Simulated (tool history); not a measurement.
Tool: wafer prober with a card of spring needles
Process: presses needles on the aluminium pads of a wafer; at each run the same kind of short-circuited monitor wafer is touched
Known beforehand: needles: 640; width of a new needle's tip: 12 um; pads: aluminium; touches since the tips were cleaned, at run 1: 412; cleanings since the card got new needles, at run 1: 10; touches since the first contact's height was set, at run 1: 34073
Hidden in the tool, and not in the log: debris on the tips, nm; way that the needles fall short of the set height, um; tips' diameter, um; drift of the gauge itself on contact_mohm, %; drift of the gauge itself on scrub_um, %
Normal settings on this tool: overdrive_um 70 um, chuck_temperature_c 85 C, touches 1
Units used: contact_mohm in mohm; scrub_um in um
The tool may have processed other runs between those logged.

| run | day | overdrive_um | chuck_temperature_c | touches | touches since the tips were cleaned | cleanings since the card got new needles | touches since the first contact's height was set | contact_mohm | scrub_um |
|---|---|---|---|---|---|---|---|---|---|
| 1 | 0 | 70 | 85 | 1 | 412 | 10 | 34073 | 261 | 8.87 |
| 2 | 0.167 | 70 | 85 | 1 | 1355 | 10 | 35016 | 260 | 8.89 |
| 3 | 0.362 | 70 | 85 | 1 | 2483 | 10 | 36144 | 258 | 8.89 |
|  | 0.479 | tips cleaned on abrasive film |
| 4 | 0.704 | 70 | 85 | 1 | 1290 | 11 | 38068 | 259 | 8.79 |
|  | 1.008 | tips cleaned on abrasive film |
| 5 | 1.108 | 70 | 85 | 1 | 572 | 12 | 40350 | 262 | 8.8 |
| 6 | 1.325 | 70 | 85 | 1 | 1793 | 12 | 41571 | 262 | 8.85 |
|  | 1.546 | tips cleaned on abrasive film |
| 7 | 1.629 | 70 | 85 | 1 | 478 | 13 | 43283 | 258 | 8.82 |
| 8 | 2.029 | 70 | 85 | 1 | 2755 | 13 | 45560 | 260 | 8.75 |
|  | 2.092 | tips cleaned on abrasive film |
| 9 | 2.271 | 70 | 85 | 1 | 1037 | 14 | 46929 | 260 | 8.78 |
| 10 | 2.475 | 70 | 85 | 1 | 2195 | 14 | 48087 | 265 | 8.73 |
|  | 2.642 | tips cleaned on abrasive film |
| 11 | 2.646 | 70 | 85 | 1 | 27 | 15 | 49046 | 262 | 8.73 |
| 12 | 2.829 | 70 | 85 | 1 | 1073 | 15 | 50092 | 264 | 8.71 |
|  | 3.188 | tips cleaned on abrasive film |
| 13 | 3.229 | 70 | 85 | 1 | 244 | 16 | 52351 | 263 | 8.71 |
| 14 | 3.558 | 70 | 85 | 1 | 2110 | 16 | 54217 | 258 | 8.7 |
|  | 3.733 | tips cleaned on abrasive film |
| 15 | 3.85 | 90 | 85 | 1 | 685 | 17 | 55866 | 264 | 11.19 |
| 16 | 4.071 | 56 | 85 | 1 | 1941 | 17 | 57122 | 264 | 6.96 |
|  | 4.262 | tips cleaned on abrasive film |
| 17 | 4.271 | 70 | 85 | 1 | 43 | 18 | 58223 | 261 | 8.72 |
|  | 4.529 | gauge calibrated |
| 18 | 4.558 | 70 | 41 | 1 | 1686 | 18 | 59866 | 247 | 8.87 |
| 19 | 4.779 | 70 | 67 | 3 | 2952 | 18 | 61132 | 257 | 8.88 |
|  | 4.812 | tips cleaned on abrasive film |
| 20 | 4.962 | 70 | 67 | 3 | 858 | 19 | 62152 | 256 | 8.85 |
| 21 | 5.258 | 70 | 67 | 3 | 2553 | 19 | 63847 | 252 | 8.83 |
|  | 5.362 | tips cleaned on abrasive film |
| 22 | 5.604 | 70 | 67 | 3 | 1388 | 20 | 65786 | 255 | 8.77 |
| 23 | 5.821 | 72 | 99 | 3 | 2630 | 20 | 67028 | 263 | 9.02 |
|  | 5.912 | tips cleaned on abrasive film |
| 24 | 6.088 | 72 | 99 | 3 | 1005 | 21 | 68521 | 262 | 9.13 |
| 25 | 6.367 | 70 | 85 | 1 | 2584 | 21 | 70100 | 259 | 8.87 |
|  | 6.467 | tips cleaned on abrasive film |
| 26 | 6.604 | 70 | 85 | 1 | 785 | 22 | 71450 | 260 | 8.76 |
| 27 | 6.875 | 80 | 64 | 1 | 2324 | 22 | 72989 | 257 | 10.06 |
|  | 7.004 | tips cleaned on abrasive film |
| 28 | 7.196 | 84 | 25 | 2 | 1096 | 23 | 74797 | 244 | 10.53 |
|  | 7.558 | tips cleaned on abrasive film |
| 29 | 7.562 | 84 | 25 | 2 | 27 | 24 | 76859 | 246 | 10.46 |
| 30 | 7.888 | 70 | 38 | 1 | 1873 | 24 | 78705 | 250 | 8.74 |
|  | 8.096 | tips cleaned on abrasive film |
| 31 | 8.146 | 53 | 106 | 1 | 295 | 25 | 80163 | 272 | 6.61 |
| 32 | 8.4 | 83 | 34 | 2 | 1729 | 25 | 81597 | 248 | 10.32 |
|  | 8.638 | tips cleaned on abrasive film |
| 33 | 8.683 | 70 | 85 | 2 | 274 | 26 | 83203 | 266 | 8.65 |
| 34 | 9.058 | 57 | 95 | 2 | 2410 | 26 | 85339 | 269 | 7.12 |

Consider 3 possible next runs. They are alternatives, not a sequence: every one starts from the tool as it was left by run 34. What does each give?
|  | 9.171 | tips cleaned on abrasive film |
| A | 9.258 | 87 | 85 | 1 | 499 | 27 | 86457 | ? | ? |
|  | 9.171 | tips cleaned on abrasive film |
| B | 9.258 | 89 | 57 | 2 | 499 | 27 | 86457 | ? | ? |
|  | 9.171 | tips cleaned on abrasive film |
| C | 9.258 | 57 | 60 | 1 | 499 | 27 | 86457 | ? | ? |

| run | contact_mohm | scrub_um |
|---|---|---|
| A | 259 | 10.78 |
| B | 255 | 11.05 |
| C | 254 | 7.12 |
Without the tool's hidden state the same runs would have given:
| run | contact_mohm | scrub_um |
|---|---|---|
| A | 259 | 11.04 |
| B | 255 | 11.31 |
| C | 254 | 7.29 |
